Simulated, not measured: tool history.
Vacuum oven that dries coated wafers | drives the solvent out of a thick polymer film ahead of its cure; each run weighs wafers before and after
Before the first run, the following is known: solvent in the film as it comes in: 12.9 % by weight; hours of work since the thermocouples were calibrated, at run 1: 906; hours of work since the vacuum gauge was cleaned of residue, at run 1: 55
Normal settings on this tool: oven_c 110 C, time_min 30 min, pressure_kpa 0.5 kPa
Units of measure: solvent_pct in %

run   hour  oven_c  time_min  pressure_kpa  hours of work since the thermocouples were calibrated  hours of work since the vacuum gauge was cleaned of residue  solvent_pct
  1      0     110        30           0.5                                                    906                                                           55         1.03
  2   19.8     110        30           0.5                                                    915                                                           64         1.05
  3     33     110        30           0.5                                                    921                                                           70         0.96
  4   54.2     110        30           0.5                                                    931                                                           79         1.04
  5     70     120        30           0.5                                                    938                                                           86         0.49
  6   84.9     110        30           0.5                                                    945                                                           93         1.03
  7   94.3     110        30           0.5                                                    949                                                           97         1.07
  8  112.6     110        30           0.5                                                    957                                                          106         1.07
  9  122.8     110        23           0.5                                                    962                                                          110         1.71
 10  142.9     110        23           0.5                                                    971                                                          119         1.67
 11  155.3     110        23           0.5                                                    976                                                          125         1.59
 12  169.2     110        30           0.5                                                    983                                                          131         1.08
 13  179.5     110        34           0.5                                                    987                                                          136         0.88
 14  202.8     110        30           0.5                                                    998                                                          147          1.1
     222.5  -- oven's thermocouples calibrated
 15  222.5     113        30           0.5                                                      0                                                          155         0.69
 16  235.4     110        30         0.255                                                      6                                                          160         0.73
 17    252     110        30         0.255                                                     13                                                          168         0.73
 18    267     110        30         0.255                                                     20                                                          175         0.73
 19  290.4     110        30         0.255                                                     31                                                          185         0.74
 20  308.2     110        30         0.255                                                     39                                                          193         0.71
 21  320.7     110        30         0.255                                                     45                                                          199         0.69
 22  335.9     110        30           0.5                                                     51                                                          206         0.88
 23  349.1     110        30           0.5                                                     57                                                          212         0.91
 24  360.3     110        30           0.5                                                     63                                                          217         0.91
 25  382.4     101        17          1.72                                                     73                                                          227         4.89
 26  403.3     123        30         0.917                                                     82                                                          237         0.59
 27  419.6     116        21         0.456                                                     89                                                          244         0.94
 28  436.1     110        37         0.292                                                     97                                                          251         0.57
 29  450.8     110        37         0.292                                                    104                                                          258         0.52
 30  464.7     107        18         1.287                                                    110                                                          264         3.17
 31    480      95        36         0.856                                                    117                                                          271         2.92
 32  493.3      95        36         0.856                                                    123                                                          277         2.89
 33  513.4     117        18         1.273                                                    132                                                          286         1.65
 34  529.5      99        25         1.344                                                    139                                                          294         3.67
 35  550.2     110        30         0.287                                                    149                                                          303         0.88
 36  560.1     110        30         0.444                                                    153                                                          308         0.86
 37  575.4     106        36         0.473                                                    160                                                          315         1.06
 38  598.3     106        17          1.49                                                    170                                                          325         3.72
 39  609.2     106        17          1.49                                                    175                                                          330         3.69
 40  629.9     106        17          1.49                                                    185                                                          339         3.67
 41  645.5     106        17          1.49                                                    192                                                          346         3.74
 42  666.2      95        30         0.277                                                    201                                                          356         2.88
 43  683.2      95        25          1.78                                                    209                                                          363         5.08
 44  693.9     122        30         0.354                                                    214                                                          368         0.38
 45  703.8     122        30         0.354                                                    218                                                          373         0.27
 46  719.2     113        52         0.596                                                    225                                                          380         0.53

Forecast each of these 4 alternatives for the next run:
  A  733.4     120        30           0.5                                                    232                                                          386            ?
  B  733.4      99        28         1.025                                                    232                                                          386            ?
  C  733.4     105        24         0.335                                                    232                                                          386            ?
  D  733.4      97        30           0.5                                                    232                                                          386            ?

run  solvent_pct
  A         0.44
  B         3.11
  C         2.04
  D         2.77
Without the tool's hidden state the same runs would have given:
run  solvent_pct
  A         0.33
  B         2.81
  C          1.8
  D         2.47

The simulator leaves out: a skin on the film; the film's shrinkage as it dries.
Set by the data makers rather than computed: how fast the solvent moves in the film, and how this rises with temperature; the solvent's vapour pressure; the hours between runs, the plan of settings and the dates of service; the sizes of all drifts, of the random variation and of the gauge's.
